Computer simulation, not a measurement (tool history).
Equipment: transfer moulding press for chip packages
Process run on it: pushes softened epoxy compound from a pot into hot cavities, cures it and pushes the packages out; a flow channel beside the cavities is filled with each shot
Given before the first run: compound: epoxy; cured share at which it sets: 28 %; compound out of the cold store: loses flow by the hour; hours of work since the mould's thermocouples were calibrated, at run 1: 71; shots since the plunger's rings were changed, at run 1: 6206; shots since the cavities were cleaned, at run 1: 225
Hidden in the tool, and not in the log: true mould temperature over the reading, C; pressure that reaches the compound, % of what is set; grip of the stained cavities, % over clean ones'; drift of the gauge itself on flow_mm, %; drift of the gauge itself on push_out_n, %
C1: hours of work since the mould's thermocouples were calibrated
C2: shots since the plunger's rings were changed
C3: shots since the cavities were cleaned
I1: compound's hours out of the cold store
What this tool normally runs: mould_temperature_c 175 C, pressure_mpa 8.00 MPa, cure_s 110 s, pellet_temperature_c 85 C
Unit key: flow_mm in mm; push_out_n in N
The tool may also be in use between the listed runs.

Run 1, hour 0.0: usual settings; C1 71; C2 6206; C3 225; I1 14.2. Result: flow_mm 943 mm, push_out_n 224 N.
At hour 41.7: plunger's sealing rings changed.
Run 2, hour 61.8: usual settings; C1 104; C2 175; C3 743; I1 17.3. Result: flow_mm 958 mm, push_out_n 231 N.
At hour 121.2: cavities cleaned with cleaning compound and waxed.
Run 3, hour 125.3: usual settings; C1 138; C2 717; C3 35; I1 25.2. Result: flow_mm 913 mm, push_out_n 225 N.
Run 4, hour 199.0: usual settings; C1 179; C2 1361; C3 679; I1 38.0. Result: flow_mm 882 mm, push_out_n 214 N.
At hour 262.8: cavities cleaned with cleaning compound and waxed.
Run 5, hour 283.6: usual settings but cure_s 105 s; C1 225; C2 2088; C3 182; I1 41.6. Result: flow_mm 881 mm, push_out_n 217 N.
Run 6, hour 331.6: usual settings; C1 252; C2 2507; C3 601; I1 24.7. Result: flow_mm 913 mm, push_out_n 226 N.
At hour 401.2: cavities cleaned with cleaning compound and waxed.
Run 7, hour 407.8: usual settings but cure_s 109 s; C1 293; C2 3160; C3 57; I1 45.4. Result: flow_mm 861 mm, push_out_n 223 N.
Run 8, hour 459.6: usual settings but cure_s 109 s; C1 322; C2 3613; C3 510; I1 38.3. Result: flow_mm 876 mm, push_out_n 223 N.
Run 9, hour 513.2: usual settings but cure_s 109 s; C1 352; C2 4082; C3 979; I1 29.1. Result: flow_mm 922 mm, push_out_n 211 N.
At hour 543.4: cavities cleaned with cleaning compound and waxed.
At hour 583.7: mould's thermocouples calibrated.
Run 10, hour 599.4: usual settings but cure_s 109 s, pellet_temperature_c 76 C; C1 9; C2 4805; C3 472; I1 47.2. Result: flow_mm 869 mm, push_out_n 216 N.
Run 11, hour 657.3: usual settings but mould_temperature_c 171 C, cure_s 109 s, pellet_temperature_c 76 C; C1 41; C2 5311; C3 978; I1 23.9. Result: flow_mm 950 mm, push_out_n 276 N.
At hour 685.5: cavities cleaned with cleaning compound and waxed.
Run 12, hour 727.7: usual settings but mould_temperature_c 171 C, cure_s 109 s, pellet_temperature_c 76 C; C1 79; C2 5913; C3 369; I1 8.2. Result: flow_mm 997 mm, push_out_n 280 N.
Run 13, hour 765.7: usual settings but mould_temperature_c 171 C, pressure_mpa 6.24 MPa, cure_s 109 s, pellet_temperature_c 76 C; C1 100; C2 6245; C3 701; I1 40.2. Result: flow_mm 793 mm, push_out_n 270 N.
At hour 798.0: plunger's sealing rings changed.
At hour 830.3: cavities cleaned with cleaning compound and waxed.
Run 14, hour 854.5: usual settings but mould_temperature_c 171 C, pressure_mpa 6.24 MPa, cure_s 109 s, pellet_temperature_c 76 C; C1 147; C2 481; C3 212; I1 36.9. Result: flow_mm 805 mm, push_out_n 255 N.
Run 15, hour 899.5: usual settings but mould_temperature_c 172 C, cure_s 100 s; C1 172; C2 875; C3 606; I1 20.3. Result: flow_mm 953 mm, push_out_n 290 N.
Run 16, hour 935.2: usual settings but mould_temperature_c 176 C, pressure_mpa 7.66 MPa; C1 192; C2 1187; C3 918; I1 26.7. Result: flow_mm 888 mm, push_out_n 220 N.
At hour 970.1: cavities cleaned with cleaning compound and waxed.
Run 17, hour 971.6: usual settings but pellet_temperature_c 89 C; C1 211; C2 1492; C3 13; I1 19.5. Result: flow_mm 944 mm, push_out_n 221 N.
Run 18, hour 1008.0: usual settings but pressure_mpa 6.42 MPa, cure_s 100 s, pellet_temperature_c 76 C; C1 231; C2 1810; C3 331; I1 47.7. Result: flow_mm 776 mm, push_out_n 249 N.
Run 19, hour 1046.4: usual settings but pressure_mpa 6.42 MPa, cure_s 100 s, pellet_temperature_c 76 C; C1 253; C2 2145; C3 666; I1 20.8. Result: flow_mm 837 mm, push_out_n 247 N.
Run 20, hour 1083.9: usual settings but mould_temperature_c 168 C, pressure_mpa 6.18 MPa, cure_s 96 s, pellet_temperature_c 93 C; C1 273; C2 2473; C3 994; I1 8.2. Result: flow_mm 893 mm, push_out_n 451 N.
At hour 1108.6: cavities cleaned with cleaning compound and waxed.
Run 21, hour 1152.8: usual settings but mould_temperature_c 168 C, pressure_mpa 6.18 MPa, cure_s 96 s, pellet_temperature_c 93 C; C1 311; C2 3062; C3 386; I1 34.5. Result: flow_mm 810 mm, push_out_n 417 N.
Run 22, hour 1235.4: usual settings but mould_temperature_c 181 C, pressure_mpa 8.87 MPa, cure_s 123 s, pellet_temperature_c 77 C; C1 357; C2 3784; C3 1108; I1 46.1. Result: flow_mm 898 mm, push_out_n 209 N.
At hour 1249.7: cavities cleaned with cleaning compound and waxed.
Run 23, hour 1282.7: usual settings but mould_temperature_c 181 C, pressure_mpa 8.87 MPa, cure_s 123 s, pellet_temperature_c 77 C; C1 382; C2 4185; C3 289; I1 38.5. Result: flow_mm 915 mm, push_out_n 204 N.
At hour 1294.4: mould's thermocouples calibrated.
Run 24, hour 1332.9: usual settings but mould_temperature_c 181 C, pressure_mpa 8.87 MPa, cure_s 123 s, pellet_temperature_c 77 C; C1 21; C2 4606; C3 710; I1 25.4. Result: flow_mm 954 mm, push_out_n 205 N.
Run 25, hour 1380.0: usual settings but pressure_mpa 7.61 MPa, pellet_temperature_c 76 C; C1 47; C2 5017; C3 1121; I1 47.6. Result: flow_mm 840 mm, push_out_n 230 N.
At hour 1393.7: cavities cleaned with cleaning compound and waxed.
Run 26, hour 1445.6: usual settings but pressure_mpa 7.61 MPa, cure_s 103 s, pellet_temperature_c 81 C; C1 83; C2 5578; C3 454; I1 22.3. Result: flow_mm 929 mm, push_out_n 232 N.
Run 27, hour 1497.4: usual settings but mould_temperature_c 179 C, pressure_mpa 6.96 MPa, cure_s 144 s, pellet_temperature_c 76 C; C1 112; C2 6030; C3 906; I1 8.3. Result: flow_mm 906 mm, push_out_n 201 N.

What if the next run were any one of these 4? Each begins from the tool's condition after run 27:
At hour 1533.4: cavities cleaned with cleaning compound and waxed.
Run A, hour 1535.0: usual settings but mould_temperature_c 180 C, pressure_mpa 8.59 MPa, pellet_temperature_c 79 C; C1 132; C2 6346; C3 14; I1 17.9. Result: flow_mm ?, push_out_n ?.
At hour 1533.4: cavities cleaned with cleaning compound and waxed.
Run B, hour 1535.0: usual settings but pressure_mpa 7.32 MPa, cure_s 148 s, pellet_temperature_c 84 C; C1 132; C2 6346; C3 14; I1 44.0. Result: flow_mm ?, push_out_n ?.
At hour 1533.4: cavities cleaned with cleaning compound and waxed.
Run C, hour 1535.0: usual settings but mould_temperature_c 172 C, pressure_mpa 6.96 MPa, cure_s 144 s, pellet_temperature_c 76 C; C1 132; C2 6346; C3 14; I1 31.1. Result: flow_mm ?, push_out_n ?.
At hour 1533.4: cavities cleaned with cleaning compound and waxed.
Run D, hour 1535.0: usual settings but mould_temperature_c 169 C; C1 132; C2 6346; C3 14; I1 8.6. Result: flow_mm ?, push_out_n ?.

run  flow_mm  push_out_n
  A      963         200
  B      816         206
  C      857         209
  D      997         318
Take away the tool's hidden state, keep each run's random variation, and the runs would have read:
run  flow_mm  push_out_n
  A      965         200
  B      818         206
  C      859         209
  D      999         318

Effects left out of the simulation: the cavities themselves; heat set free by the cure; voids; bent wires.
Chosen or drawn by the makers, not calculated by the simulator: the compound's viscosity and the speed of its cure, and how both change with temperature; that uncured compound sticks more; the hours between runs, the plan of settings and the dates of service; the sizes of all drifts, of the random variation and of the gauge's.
